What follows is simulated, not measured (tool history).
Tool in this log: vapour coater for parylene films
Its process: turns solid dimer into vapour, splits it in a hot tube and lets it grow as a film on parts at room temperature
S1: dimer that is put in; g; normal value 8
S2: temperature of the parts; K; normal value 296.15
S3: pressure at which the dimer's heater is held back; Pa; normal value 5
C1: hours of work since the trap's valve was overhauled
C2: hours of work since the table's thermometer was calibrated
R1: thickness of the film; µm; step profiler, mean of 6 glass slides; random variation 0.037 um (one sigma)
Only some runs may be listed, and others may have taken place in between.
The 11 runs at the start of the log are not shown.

run    hour  S1      S2    S3   C1    C2    R1
 12     577   8  296.15     5  210   972  2.62
 13   643.9   8  295.15     5  254  1016  2.66
 14   687.9   8  295.15     5  283  1046   2.6
      698.7  -- trap's valve overhauled, once more
 15   737.1   8  296.15     5   25  1075  3.83
 16   805.7   8  296.15     5   71  1121  3.77
 17   877.6   8  296.15     5  118  1168  3.66
 18   929.8   8  290.15     5  153  1203  4.46
 19   967.2   8  290.15     5  178  1228  4.39
 20  1011.5   8  290.15     5  207  1257  4.34
 21  1063.2   7  293.15  5.77  241  1291  3.33
 22  1110.5   3  298.15   5.3  273  1323  1.21
 23  1142.5   3  298.15   5.3  294  1344  1.18
 24  1178.9   3  298.15   5.3  318  1368  1.18
     1189.2  -- trap's valve overhauled
 25  1214.6   3  298.15   5.3   17  1389  1.33
 26  1256.8   3  298.15   5.3   45  1417   1.3
 27  1315.5   5  292.15  7.84   84  1456  2.53
 28  1386.4  13  293.15  6.52  131  1503  6.35
 29    1444   4  306.15  6.58  169  1541  1.23
 30    1493   4  306.15  6.58  201  1573  1.21
 31  1540.6   4  300.15  2.11  233  1605  1.68

What does the tool deliver on the next run?
 32  1586.4   4  300.15  2.11  263  1635   ?

{"run 32": {"R1": 1.65}}
Were there no unlogged condition in the tool, this run, its random variation unchanged, would have produced R1 1.84 µm.
